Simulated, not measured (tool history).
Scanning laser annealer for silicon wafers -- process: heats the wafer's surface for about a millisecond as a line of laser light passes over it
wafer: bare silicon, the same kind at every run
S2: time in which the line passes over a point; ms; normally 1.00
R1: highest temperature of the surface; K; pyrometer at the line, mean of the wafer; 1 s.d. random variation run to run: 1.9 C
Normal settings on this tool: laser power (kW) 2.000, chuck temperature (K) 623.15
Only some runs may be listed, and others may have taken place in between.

run 1 hour=0.0 | laser_power_(kW)=2.000 S2=1.00 chuck_temperature_(K)=623.15 | R1=1407.15
run 2 hour=9.0 | laser_power_(kW)=2.000 S2=1.00 chuck_temperature_(K)=623.15 | R1=1402.15
run 3 hour=18.6 | laser_power_(kW)=2.000 S2=1.00 chuck_temperature_(K)=629.15 | R1=1404.15
run 4 hour=28.3 | laser_power_(kW)=2.000 S2=1.00 chuck_temperature_(K)=623.15 | R1=1399.15
run 5 hour=38.2 | laser_power_(kW)=2.000 S2=1.00 chuck_temperature_(K)=623.15 | R1=1397.15
run 6 hour=46.5 | laser_power_(kW)=2.000 S2=1.00 chuck_temperature_(K)=623.15 | R1=1393.15
run 7 hour=52.2 | laser_power_(kW)=2.000 S2=0.78 chuck_temperature_(K)=623.15 | R1=1312.15
run 8 hour=57.9 | laser_power_(kW)=2.000 S2=0.78 chuck_temperature_(K)=623.15 | R1=1317.15
run 9 hour=68.3 | laser_power_(kW)=1.938 S2=0.78 chuck_temperature_(K)=623.15 | R1=1289.15
run 10 hour=80.7 | laser_power_(kW)=1.938 S2=0.78 chuck_temperature_(K)=623.15 | R1=1287.15
run 11 hour=88.9 | laser_power_(kW)=1.938 S2=0.78 chuck_temperature_(K)=623.15 | R1=1285.15
run 12 hour=97.6 | laser_power_(kW)=1.895 S2=0.96 chuck_temperature_(K)=640.15 | R1=1352.15
run 13 hour=104.1 | laser_power_(kW)=2.048 S2=1.00 chuck_temperature_(K)=623.15 | R1=1418.15
run 14 hour=116.5 | laser_power_(kW)=2.057 S2=0.76 chuck_temperature_(K)=623.15 | R1=1328.15
run 15 hour=124.9 | laser_power_(kW)=2.167 S2=0.78 chuck_temperature_(K)=608.15 | R1=1368.15
run 16 hour=131.4 | laser_power_(kW)=1.701 S2=1.05 chuck_temperature_(K)=619.15 | R1=1272.15
run 17 hour=140.7 | laser_power_(kW)=2.114 S2=0.84 chuck_temperature_(K)=619.15 | R1=1377.15
run 18 hour=151.6 | laser_power_(kW)=2.114 S2=0.84 chuck_temperature_(K)=619.15 | R1=1380.15
run 19 hour=158.2 | laser_power_(kW)=2.114 S2=0.84 chuck_temperature_(K)=619.15 | R1=1377.15
run 20 hour=163.5 | laser_power_(kW)=1.732 S2=0.76 chuck_temperature_(K)=623.15 | R1=1196.15

Each row is a separate what-if for the run after 20, all from the same tool condition, not one after another. Results?
run A hour=172.0 | laser_power_(kW)=2.000 S2=1.00 chuck_temperature_(K)=603.15 | R1=?
run B hour=172.0 | laser_power_(kW)=2.000 S2=0.91 chuck_temperature_(K)=623.15 | R1=?
run C hour=172.0 | laser_power_(kW)=1.732 S2=0.84 chuck_temperature_(K)=659.15 | R1=?
run D hour=172.0 | laser_power_(kW)=1.928 S2=0.93 chuck_temperature_(K)=595.15 | R1=?
run E hour=172.0 | laser_power_(kW)=2.132 S2=0.85 chuck_temperature_(K)=637.15 | R1=?

run=A R1=1373.15
run=B R1=1362.15
run=C R1=1257.15
run=D R1=1307.15
run=E R1=1405.15
What these runs would have given with no unlogged condition in the tool:
run=A R1=1439.15
run=B R1=1425.15
run=C R1=1308.15
run=D R1=1368.15
run=E R1=1471.15
